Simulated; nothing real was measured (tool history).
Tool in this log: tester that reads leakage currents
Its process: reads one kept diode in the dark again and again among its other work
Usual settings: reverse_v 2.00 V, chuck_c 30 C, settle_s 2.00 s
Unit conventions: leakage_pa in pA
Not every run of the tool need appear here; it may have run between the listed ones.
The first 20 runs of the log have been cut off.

run 21 hour=1069.8 | reverse_v=12.38 chuck_c=30 settle_s=2.69 | leakage_pa=106.70
run 22 hour=1123.7 | reverse_v=12.38 chuck_c=30 settle_s=2.69 | leakage_pa=107.10
run 23 hour=1193.2 | reverse_v=2.00 chuck_c=30 settle_s=3.78 | leakage_pa=41.03
run 24 hour=1246.9 | reverse_v=1.30 chuck_c=30 settle_s=6.59 | leakage_pa=32.88
run 25 hour=1298.4 | reverse_v=1.30 chuck_c=30 settle_s=6.59 | leakage_pa=32.82
run 26 hour=1338.6 | reverse_v=1.30 chuck_c=30 settle_s=6.59 | leakage_pa=33.08
run 27 hour=1384.3 | reverse_v=1.30 chuck_c=30 settle_s=6.59 | leakage_pa=33.14
run 28 hour=1457.8 | reverse_v=1.30 chuck_c=30 settle_s=6.59 | leakage_pa=33.22
run 29 hour=1540.8 | reverse_v=2.96 chuck_c=30 settle_s=2.00 | leakage_pa=51.60
run 30 hour=1605.2 | reverse_v=2.96 chuck_c=30 settle_s=2.00 | leakage_pa=51.52
run 31 hour=1689.9 | reverse_v=3.32 chuck_c=27 settle_s=2.00 | leakage_pa=43.71
run 32 hour=1724.1 | reverse_v=11.65 chuck_c=53 settle_s=2.00 | leakage_pa=572.70
run 33 hour=1771.3 | reverse_v=2.00 chuck_c=58 settle_s=8.94 | leakage_pa=327.18
-- hour=1818.8 chuck's temperature calibrated
run 34 hour=1840.4 | reverse_v=2.00 chuck_c=58 settle_s=8.94 | leakage_pa=289.18
-- hour=1851.7 tester calibrated
run 35 hour=1900.7 | reverse_v=2.00 chuck_c=54 settle_s=0.47 | leakage_pa=222.87
run 36 hour=1980.1 | reverse_v=2.50 chuck_c=37 settle_s=2.00 | leakage_pa=72.53
run 37 hour=2049.2 | reverse_v=2.50 chuck_c=37 settle_s=2.00 | leakage_pa=72.74
run 38 hour=2107.2 | reverse_v=2.50 chuck_c=37 settle_s=2.00 | leakage_pa=72.62
run 39 hour=2188.4 | reverse_v=2.50 chuck_c=37 settle_s=2.00 | leakage_pa=72.72

Alternative continuations, all from the tool just after run 39; predict every row:
run A hour=2255.3 | reverse_v=2.00 chuck_c=30 settle_s=3.83 | leakage_pa=?
run B hour=2255.3 | reverse_v=9.62 chuck_c=23 settle_s=0.40 | leakage_pa=?
run C hour=2255.3 | reverse_v=1.73 chuck_c=22 settle_s=5.18 | leakage_pa=?
run D hour=2255.3 | reverse_v=2.00 chuck_c=20 settle_s=0.98 | leakage_pa=?
run E hour=2255.3 | reverse_v=3.41 chuck_c=31 settle_s=2.11 | leakage_pa=?

run=A leakage_pa=38.27
run=B leakage_pa=57.90
run=C leakage_pa=18.98
run=D leakage_pa=17.87
run=E leakage_pa=55.22
Take away the tool's hidden state, keep each run's random variation, and the runs would have read:
run=A leakage_pa=35.33
run=B leakage_pa=46.03
run=C leakage_pa=16.68
run=D leakage_pa=15.29
run=E leakage_pa=50.38

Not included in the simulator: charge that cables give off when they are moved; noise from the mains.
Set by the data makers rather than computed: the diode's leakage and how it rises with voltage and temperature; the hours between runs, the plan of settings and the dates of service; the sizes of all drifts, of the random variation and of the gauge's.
